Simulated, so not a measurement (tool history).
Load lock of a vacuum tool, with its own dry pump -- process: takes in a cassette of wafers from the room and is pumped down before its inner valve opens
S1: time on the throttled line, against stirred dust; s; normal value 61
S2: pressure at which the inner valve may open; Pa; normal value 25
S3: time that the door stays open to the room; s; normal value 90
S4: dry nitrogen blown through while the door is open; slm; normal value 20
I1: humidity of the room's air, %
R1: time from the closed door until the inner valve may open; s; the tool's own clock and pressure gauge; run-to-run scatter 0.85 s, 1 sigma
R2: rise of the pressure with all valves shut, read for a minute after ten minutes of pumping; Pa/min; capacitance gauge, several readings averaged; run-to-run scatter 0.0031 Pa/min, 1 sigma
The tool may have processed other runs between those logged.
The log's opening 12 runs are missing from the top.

run 13 hour=1134.6 | S1=61 S2=25 S3=90 S4=20 | I1=45.5 | R1=135.3 R2=0.083
run 14 hour=1247.4 | S1=61 S2=25 S3=90 S4=19 | I1=45.9 | R1=134.3 R2=0.090
run 15 hour=1321.7 | S1=61 S2=25 S3=90 S4=19 | I1=48.3 | R1=136.1 R2=0.091
run 16 hour=1405.1 | S1=61 S2=25 S3=90 S4=19 | I1=43.5 | R1=136.9 R2=0.097
run 17 hour=1470.6 | S1=122 S2=23 S3=90 S4=20 | I1=47.3 | R1=182.6 R2=0.093
run 18 hour=1594.1 | S1=122 S2=23 S3=90 S4=20 | I1=43.6 | R1=179.6 R2=0.093
run 19 hour=1708.0 | S1=61 S2=42 S3=81 S4=20 | I1=42.8 | R1=131.4 R2=0.091
run 20 hour=1813.2 | S1=84 S2=29 S3=32 S4=20 | I1=39.3 | R1=150.6 R2=0.072
run 21 hour=1890.5 | S1=49 S2=25 S3=90 S4=20 | I1=47.3 | R1=128.2 R2=0.098
run 22 hour=1973.9 | S1=61 S2=25 S3=80 S4=20 | I1=47.3 | R1=136.6 R2=0.097
run 23 hour=2036.7 | S1=61 S2=25 S3=80 S4=20 | I1=43.8 | R1=135.2 R2=0.086
run 24 hour=2153.5 | S1=109 S2=48 S3=44 S4=5 | I1=44.4 | R1=164.2 R2=0.097
run 25 hour=2216.3 | S1=51 S2=25 S3=90 S4=20 | I1=43.5 | R1=129.5 R2=0.095
run 26 hour=2327.8 | S1=65 S2=22 S3=115 S4=6 | I1=46.7 | R1=138.3 R2=0.124
run 27 hour=2398.0 | S1=65 S2=22 S3=115 S4=6 | I1=47.0 | R1=140.2 R2=0.128
run 28 hour=2459.0 | S1=43 S2=26 S3=35 S4=6 | I1=42.9 | R1=122.6 R2=0.093
run 29 hour=2512.3 | S1=84 S2=19 S3=37 S4=28 | I1=44.9 | R1=154.2 R2=0.079
run 30 hour=2574.9 | S1=61 S2=33 S3=90 S4=37 | I1=42.6 | R1=133.3 R2=0.084
run 31 hour=2690.8 | S1=49 S2=25 S3=25 S4=20 | I1=43.2 | R1=127.7 R2=0.081

Forecast each of these 3 alternatives for the next run:
run A hour=2757.7 | S1=49 S2=25 S3=25 S4=12 | I1=44.2 | R1=? R2=?
run B hour=2757.7 | S1=46 S2=20 S3=90 S4=20 | I1=42.9 | R1=? R2=?
run C hour=2757.7 | S1=49 S2=22 S3=113 S4=17 | I1=44.1 | R1=? R2=?

run=A R1=128.7 R2=0.086
run=B R1=128.7 R2=0.096
run=C R1=129.2 R2=0.111
Without the tool's unlogged condition, the same runs would have read:
run=A R1=123.4 R2=0.040
run=B R1=123.2 R2=0.049
run=C R1=123.8 R2=0.063
